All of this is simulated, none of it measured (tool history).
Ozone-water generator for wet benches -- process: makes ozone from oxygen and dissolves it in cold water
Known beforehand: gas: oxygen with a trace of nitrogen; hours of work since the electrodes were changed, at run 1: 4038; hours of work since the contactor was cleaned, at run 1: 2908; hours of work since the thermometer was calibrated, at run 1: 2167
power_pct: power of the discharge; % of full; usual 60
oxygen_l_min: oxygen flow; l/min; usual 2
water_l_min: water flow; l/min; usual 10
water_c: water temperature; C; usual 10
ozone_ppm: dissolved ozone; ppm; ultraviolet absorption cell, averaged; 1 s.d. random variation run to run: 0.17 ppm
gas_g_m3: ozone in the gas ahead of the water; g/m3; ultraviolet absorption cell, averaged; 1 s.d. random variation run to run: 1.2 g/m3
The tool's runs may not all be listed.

run	hour	power_pct	oxygen_l_min	water_l_min	water_c	hours of work since the electrodes were changed	hours of work since the contactor was cleaned	hours of work since the thermometer was calibrated	ozone_ppm	gas_g_m3
1	0	60	2	10	10	4038	2908	2167	20.3	190.3
2	90.9	60	2	10	10	4125	2995	2253	20.2	188.4
3	168.9	60	2	10	10	4200	3070	2328	20	190.1
4	278.9	60	2	10	10	4305	3174	2433	19.8	189.1
5	375.8	60	2.41	10	10	4397	3267	2525	20.7	171.6
6	538.1	60	2.41	10	10	4552	3422	2680	20.6	170.2
7	718.2	60	2.41	10	10	4723	3593	2852	20	170.8
8	824	60	2.41	10	10	4824	3694	2953	20.1	173.5
# hour 950.3: water thermometer calibrated
9	960.8	60	2.41	10	10	4954	3824	10	20.1	170.4
10	1081.9	60	2.41	10	10	5070	3940	126	20	167.6
11	1253.3	60	2.41	10	10	5233	4103	289	19.7	169.2
# hour 1344.7: contactor cleaned
12	1367	60	2	10	10	5338	21	394	20.5	183.1
13	1453.4	60	2	10	10	5420	104	476	20.2	183.9
# hour 1490.5: water thermometer calibrated, once more
14	1585.3	60	2	10	10	5546	229	90	20.3	183.5
15	1729.1	60	2	10	10	5683	366	228	19.8	182.6
16	1821.6	60	2	10	10	5771	454	316	20.2	182.7
17	1916.4	60	2	10	10	5861	545	406	19.9	181.4
18	2001.4	60	1.26	10	8	5943	626	487	18.4	228.9
19	2155.2	60	1.04	10	7	6089	772	634	17.5	249.6
20	2341.6	60	1.49	8	6	6267	950	812	23.3	208.9
21	2440	72	2	10	15	6361	1044	906	21.3	204.7
22	2580.8	61	1.74	10	7	6495	1178	1040	19.8	192.5
23	2666.6	92	1.74	10	6	6577	1260	1122	26.8	263.2
24	2779.2	92	1.15	13	6	6684	1368	1229	18.4	318.3
25	2905.8	92	1.42	6	6	6805	1488	1350	38.7	288.7
26	3062.9	92	1.42	6	6	6955	1638	1500	38.2	286
27	3191.6	60	2.5	8	10	7078	1761	1622	23.2	157.5
28	3370.3	58	2.78	8	14	7248	1931	1793	21.3	145.8
29	3544.5	60	2.78	11	5	7414	2098	1959	19.3	147.7
30	3711.6	60	2.78	11	5	7574	2257	2118	19.2	148
# hour 3731.9: electrodes of the discharge changed
31	3855.2	60	2.78	11	5	118	2388	2250	22.9	176.8
32	4025.9	95	2	7	15	280	2551	2412	40.5	316.1

Alternative continuations, all from the tool just after run 32; predict every row:
A	4115.5	60	3.23	6	5	366	2636	2498	?	?
B	4115.5	60	1.89	7	10	366	2636	2498	?	?
C	4115.5	60	2	10	11	366	2636	2498	?	?
D	4115.5	60	2	10	12	366	2636	2498	?	?

run	ozone_ppm	gas_g_m3
A	35.2	163.8
B	28.7	213.4
C	21.7	210.3
D	21.6	208.1
With the hidden condition removed and each run's random variation left untouched, the same runs would have given:
run	ozone_ppm	gas_g_m3
A	36.9	165.7
B	30.2	215.9
C	22.9	212.7
D	22.7	210.5
